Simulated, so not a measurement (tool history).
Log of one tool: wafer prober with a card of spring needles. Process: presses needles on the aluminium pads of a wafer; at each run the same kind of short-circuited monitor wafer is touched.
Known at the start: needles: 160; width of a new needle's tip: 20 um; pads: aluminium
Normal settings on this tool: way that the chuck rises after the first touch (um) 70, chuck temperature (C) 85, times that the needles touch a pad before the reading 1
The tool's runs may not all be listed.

| run | hour | way that the chuck rises after the first touch (um) | chuck temperature (C) | times that the needles touch a pad before the reading | resistance of one needle with its contact and lead (mohm) | way that a needle slides on the pad (um) |
|---|---|---|---|---|---|---|
| 1 | 0.0 | 70 | 85 | 1 | 145 | 13.94 |
|  | 3.7 | tips cleaned on abrasive film |
|  | 9.7 | tips cleaned on abrasive film |
|  | 15.8 | tips cleaned on abrasive film |
| 2 | 19.8 | 70 | 85 | 1 | 175 | 13.50 |
|  | 21.1 | tips cleaned on abrasive film |
|  | 26.0 | tips cleaned on abrasive film |
|  | 30.9 | tips cleaned on abrasive film |
|  | 35.8 | tips cleaned on abrasive film |
|  | 40.7 | tips cleaned on abrasive film |
| 3 | 41.7 | 70 | 85 | 1 | 150 | 13.22 |
|  | 46.6 | tips cleaned on abrasive film |
|  | 52.7 | tips cleaned on abrasive film |
|  | 58.7 | tips cleaned on abrasive film |
|  | 63.6 | tips cleaned on abrasive film |
| 4 | 67.2 | 70 | 85 | 1 | 175 | 13.15 |
|  | 69.7 | tips cleaned on abrasive film |
|  | 75.7 | tips cleaned on abrasive film |
|  | 81.8 | tips cleaned on abrasive film |
| 5 | 85.5 | 70 | 85 | 1 | 176 | 13.29 |
|  | 86.8 | tips cleaned on abrasive film |
|  | 91.7 | tips cleaned on abrasive film |
|  | 94.2 | tips cleaned on abrasive film, once more |
|  | 99.1 | tips cleaned on abrasive film |
|  | 104.7 | tips cleaned on abrasive film |
| 6 | 104.7 | 57 | 85 | 1 | 146 | 10.47 |
|  | 109.6 | tips cleaned on abrasive film |
|  | 109.9 | height of the first contact set anew |
|  | 115.9 | tips cleaned on abrasive film |
|  | 120.7 | tips cleaned on abrasive film |
| 7 | 123.2 | 57 | 85 | 1 | 167 | 12.58 |
|  | 125.7 | tips cleaned on abrasive film |
|  | 131.7 | tips cleaned on abrasive film |
|  | 137.4 | tips cleaned on abrasive film |
| 8 | 137.4 | 57 | 85 | 1 | 139 | 12.32 |
|  | 143.5 | tips cleaned on abrasive film |
|  | 148.4 | tips cleaned on abrasive film |
|  | 154.4 | tips cleaned on abrasive film |
| 9 | 158.6 | 57 | 85 | 1 | 190 | 12.31 |
|  | 159.8 | tips cleaned on abrasive film |
|  | 165.9 | tips cleaned on abrasive film |
|  | 170.8 | tips cleaned on abrasive film |
|  | 175.7 | tips cleaned on abrasive film |
|  | 181.2 | tips cleaned on abrasive film |
| 10 | 181.2 | 76 | 85 | 1 | 130 | 16.16 |
|  | 186.1 | tips cleaned on abrasive film |
|  | 192.2 | tips cleaned on abrasive film |
| 11 | 196.5 | 76 | 85 | 1 | 166 | 16.21 |
|  | 197.8 | tips cleaned on abrasive film |
|  | 203.8 | tips cleaned on abrasive film |
|  | 208.7 | tips cleaned on abrasive film |
|  | 213.6 | tips cleaned on abrasive film |
|  | 219.7 | tips cleaned on abrasive film |
| 12 | 221.0 | 70 | 85 | 1 | 145 | 14.69 |
|  | 224.6 | tips cleaned on abrasive film |
|  | 236.6 | card fitted with new needles |
|  | 242.6 | tips cleaned on abrasive film |
|  | 248.7 | tips cleaned on abrasive film |
| 13 | 252.2 | 70 | 85 | 1 | 141 | 15.36 |
|  | 254.7 | tips cleaned on abrasive film |
|  | 260.8 | tips cleaned on abrasive film |
|  | 265.6 | tips cleaned on abrasive film |
|  | 271.7 | tips cleaned on abrasive film |
|  | 276.6 | tips cleaned on abrasive film |
| 14 | 279.0 | 70 | 85 | 1 | 135 | 14.69 |
|  | 281.6 | tips cleaned on abrasive film |
|  | 287.7 | tips cleaned on abrasive film |
|  | 293.7 | tips cleaned on abrasive film |
|  | 298.6 | tips cleaned on abrasive film |
| 15 | 299.1 | 70 | 69 | 1 | 125 | 14.82 |
|  | 304.0 | tips cleaned on abrasive film |
|  | 310.1 | tips cleaned on abrasive film |
|  | 315.0 | tips cleaned on abrasive film |
|  | 321.0 | tips cleaned on abrasive film |
| 16 | 322.0 | 70 | 69 | 1 | 128 | 14.79 |
|  | 326.9 | tips cleaned on abrasive film |
|  | 331.8 | tips cleaned on abrasive film |
| 17 | 335.4 | 64 | 39 | 1 | 142 | 13.38 |
|  | 337.9 | tips cleaned on abrasive film |
|  | 344.0 | tips cleaned on abrasive film |
|  | 350.0 | tips cleaned on abrasive film |
|  | 354.9 | tips cleaned on abrasive film |
| 18 | 355.0 | 64 | 39 | 1 | 118 | 13.45 |
|  | 359.9 | tips cleaned on abrasive film |
|  | 365.9 | tips cleaned on abrasive film |
|  | 372.0 | tips cleaned on abrasive film |
| 19 | 373.0 | 67 | 119 | 2 | 132 | 13.80 |
|  | 377.9 | tips cleaned on abrasive film |
|  | 382.8 | tips cleaned on abrasive film |
| 20 | 384.1 | 67 | 119 | 2 | 138 | 13.92 |
|  | 387.8 | tips cleaned on abrasive film |
|  | 392.7 | tips cleaned on abrasive film |
|  | 398.7 | tips cleaned on abrasive film |
|  | 404.8 | tips cleaned on abrasive film |
|  | 409.7 | tips cleaned on abrasive film |
| 21 | 410.5 | 53 | 85 | 3 | 130 | 10.58 |
|  | 415.4 | tips cleaned on abrasive film |
|  | 421.5 | tips cleaned on abrasive film |
|  | 426.3 | tips cleaned on abrasive film |
| 22 | 430.4 | 70 | 85 | 2 | 139 | 14.25 |
|  | 431.7 | tips cleaned on abrasive film |
|  | 437.7 | tips cleaned on abrasive film |
|  | 442.6 | tips cleaned on abrasive film |
| 23 | 445.7 | 87 | 59 | 2 | 124 | 17.84 |
|  | 448.2 | tips cleaned on abrasive film |
|  | 454.3 | tips cleaned on abrasive film |
|  | 460.3 | tips cleaned on abrasive film |
|  | 466.3 | tips cleaned on abrasive film |
| 24 | 471.1 | 87 | 59 | 1 | 141 | 17.89 |
|  | 472.4 | tips cleaned on abrasive film |
|  | 477.3 | tips cleaned on abrasive film |
|  | 483.2 | tips cleaned on abrasive film |
|  | 488.3 | tips cleaned on abrasive film |
| 25 | 488.3 | 87 | 59 | 1 | 117 | 17.56 |

Below are 5 alternative next runs, each starting from the tool's condition after run 25. Predict each:
|  | 493.2 | tips cleaned on abrasive film |
|  | 499.1 | tips cleaned on abrasive film |
| A | 499.9 | 58 | 120 | 1 | ? | ? |
|  | 493.2 | tips cleaned on abrasive film |
|  | 499.1 | tips cleaned on abrasive film |
| B | 499.9 | 77 | 48 | 2 | ? | ? |
|  | 493.2 | tips cleaned on abrasive film |
|  | 499.1 | tips cleaned on abrasive film |
| C | 499.9 | 67 | 104 | 2 | ? | ? |
|  | 493.2 | tips cleaned on abrasive film |
|  | 499.1 | tips cleaned on abrasive film |
| D | 499.9 | 53 | 59 | 2 | ? | ? |
|  | 493.2 | tips cleaned on abrasive film |
|  | 499.1 | tips cleaned on abrasive film |
| E | 499.9 | 87 | 75 | 1 | ? | ? |

| run | resistance of one needle with its contact and lead (mohm) | way that a needle slides on the pad (um) |
|---|---|---|
| A | 144 | 11.55 |
| B | 119 | 15.41 |
| C | 133 | 13.58 |
| D | 135 | 10.43 |
| E | 123 | 17.50 |
What these runs would have given with no unlogged condition in the tool:
| run | resistance of one needle with its contact and lead (mohm) | way that a needle slides on the pad (um) |
|---|---|---|
| A | 128 | 12.73 |
| B | 112 | 16.57 |
| C | 124 | 14.76 |
| D | 121 | 11.60 |
| E | 115 | 18.65 |
